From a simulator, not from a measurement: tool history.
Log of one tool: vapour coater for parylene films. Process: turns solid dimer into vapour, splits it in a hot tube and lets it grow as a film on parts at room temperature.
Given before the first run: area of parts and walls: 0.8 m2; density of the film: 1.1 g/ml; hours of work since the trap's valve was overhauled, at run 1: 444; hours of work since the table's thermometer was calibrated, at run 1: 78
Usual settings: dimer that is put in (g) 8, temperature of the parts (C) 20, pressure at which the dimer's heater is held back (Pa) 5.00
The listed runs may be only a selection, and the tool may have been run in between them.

run   hour  dimer that is put in (g)  temperature of the parts (C)  pressure at which the dimer's heater is held back (Pa)  hours of work since the trap's valve was overhauled  hours of work since the table's thermometer was calibrated  thickness of the film (nm)
  1    0.0                         8                            20                                                    5.00                                                  444                                                          78                        6870
  2    8.2                         8                            20                                                    5.00                                                  449                                                          83                        7000
  3   20.8                         8                            20                                                    5.00                                                  456                                                          90                        6790
  4   31.4                         8                            20                                                    5.00                                                  462                                                          97                        6930
  5   46.3                         8                            20                                                    5.00                                                  471                                                         105                        6900
  6   62.7                         8                            20                                                    7.64                                                  481                                                         115                        6180
  7   71.4                         8                            31                                                    5.00                                                  486                                                         120                        5490
  8   80.5                         8                            20                                                    5.00                                                  492                                                         126                        6980
  9   97.0                         8                            18                                                    5.00                                                  501                                                         135                        7080
 10  104.6                         8                            18                                                    5.00                                                  506                                                         140                        7220
 11  112.0                         8                            18                                                    5.00                                                  510                                                         144                        7140
 12  127.1                         8                            18                                                    5.00                                                  519                                                         153                        7240
 13  141.1                         6                            20                                                    5.00                                                  527                                                         162                        5100
 14  150.4                         6                            20                                                    5.00                                                  533                                                         167                        5220
 15  163.5                         6                            18                                                    5.00                                                  541                                                         175                        5340
 16  174.4                        13                            20                                                    5.00                                                  547                                                         181                       11280
     188.2  -- trap's valve overhauled
 17  188.2                         8                            20                                                    5.00                                                    0                                                         187                        6930
 18  197.9                         8                            23                                                    5.00                                                    6                                                         193                        6410
 19  207.1                         8                            23                                                    5.00                                                   11                                                         198                        6500
 20  216.5                         8                            23                                                    5.00                                                   17                                                         204                        6530
 21  227.2                         8                            20                                                   10.09                                                   23                                                         210                        5790
 22  234.6                         9                            13                                                    5.00                                                   28                                                         215                        8920
 23  241.8                         9                            13                                                    5.00                                                   32                                                         219                        8980
 24  257.4                         9                            13                                                    5.00                                                   41                                                         228                        9110

What does the tool deliver on the next run?
 25  265.7                         8                            20                                                    3.89                                                   46                                                         233                           ?

thickness of the film (nm): 7390
Were there no unlogged condition in the tool, this run, its random variation unchanged, would have produced thickness of the film (nm) 7390.

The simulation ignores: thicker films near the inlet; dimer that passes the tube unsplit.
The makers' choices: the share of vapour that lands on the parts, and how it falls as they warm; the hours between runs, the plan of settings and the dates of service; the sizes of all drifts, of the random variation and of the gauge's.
